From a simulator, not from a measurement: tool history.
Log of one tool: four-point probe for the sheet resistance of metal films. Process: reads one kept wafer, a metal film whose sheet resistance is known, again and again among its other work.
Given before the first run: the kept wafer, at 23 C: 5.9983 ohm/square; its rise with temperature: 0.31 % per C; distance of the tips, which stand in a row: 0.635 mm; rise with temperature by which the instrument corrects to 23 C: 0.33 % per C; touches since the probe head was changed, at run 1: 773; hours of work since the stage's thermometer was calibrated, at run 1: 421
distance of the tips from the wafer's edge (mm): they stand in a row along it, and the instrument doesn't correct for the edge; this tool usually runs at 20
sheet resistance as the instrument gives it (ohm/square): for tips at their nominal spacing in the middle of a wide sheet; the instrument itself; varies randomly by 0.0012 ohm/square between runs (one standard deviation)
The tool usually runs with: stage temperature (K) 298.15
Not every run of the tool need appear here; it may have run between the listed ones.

run	hour	stage temperature (K)	distance of the tips from the wafer's edge (mm)	touches since the probe head was changed	hours of work since the stage's thermometer was calibrated	sheet resistance as the instrument gives it (ohm/square)
1	0	298.15	20	773	421	5.975671
2	19.9	298.15	20	1341	434	5.97607
3	35.8	298.15	28	1796	445	5.972418
4	51.8	298.15	28	2255	455	5.974705
5	62.1	298.15	20	2548	462	5.97501
6	83	306.15	20	3144	476	5.964932
7	99.7	306.15	20	3623	487	5.965373
8	111.2	306.15	20	3951	494	5.967253
9	122.4	302.15	20	4271	501	5.968161
10	138.4	298.15	20	4730	512	5.975325
11	150.4	292.15	20	5072	520	5.981474
12	169.4	292.15	20	5613	532	5.981862
13	182.5	292.15	20	5990	541	5.980931
14	196.5	298.15	47	6389	550	5.973717
15	215.9	298.15	47	6943	563	5.971429
16	236.4	298.15	47	7528	576	5.969089
17	251.2	294.15	20	7953	586	5.97975
18	271.7	294.15	20	8537	599	5.97797
19	284.3	301.15	38	8897	608	5.966911
20	296	298.15	5	9233	615	6.022285
21	307.9	300.15	8	9572	623	5.987766
22	325.7	304.15	45	10080	635	5.964168
23	342.2	304.15	45	10553	646	5.964629
24	357.9	304.15	45	11001	656	5.962563
25	367.2	291.15	20	11265	662	5.979345
26	387.4	306.15	31	11845	675	5.96228
27	403	296.15	14	12290	685	5.980396
28	424	304.15	9	12889	699	5.978373
29	443.3	304.15	9	13441	712	5.979228
30	452.8	306.15	26	13714	718	5.964206
31	465.9	306.15	26	14086	727	5.960153
32	482.8	306.15	26	14569	738	5.963521
33	501.2	306.15	26	15096	750	5.961609
34	521	303.15	5	15662	763	6.016152

Each row is a separate what-if for the run after 34, all from the same tool condition, not one after another. Results?
A	539.9	294.15	3	16201	775	?
B	539.9	302.15	4	16201	775	?
C	539.9	303.15	5	16201	775	?
D	539.9	294.15	13	16201	775	?
E	539.9	297.15	10	16201	775	?

run	sheet resistance as the instrument gives it (ohm/square)
A	6.114589
B	6.043416
C	6.012368
D	5.978269
E	5.982745
Had the tool no hidden state, the same runs would have come out as:
run	sheet resistance as the instrument gives it (ohm/square)
A	6.143244
B	6.071687
C	6.040495
D	6.00633
E	6.010798
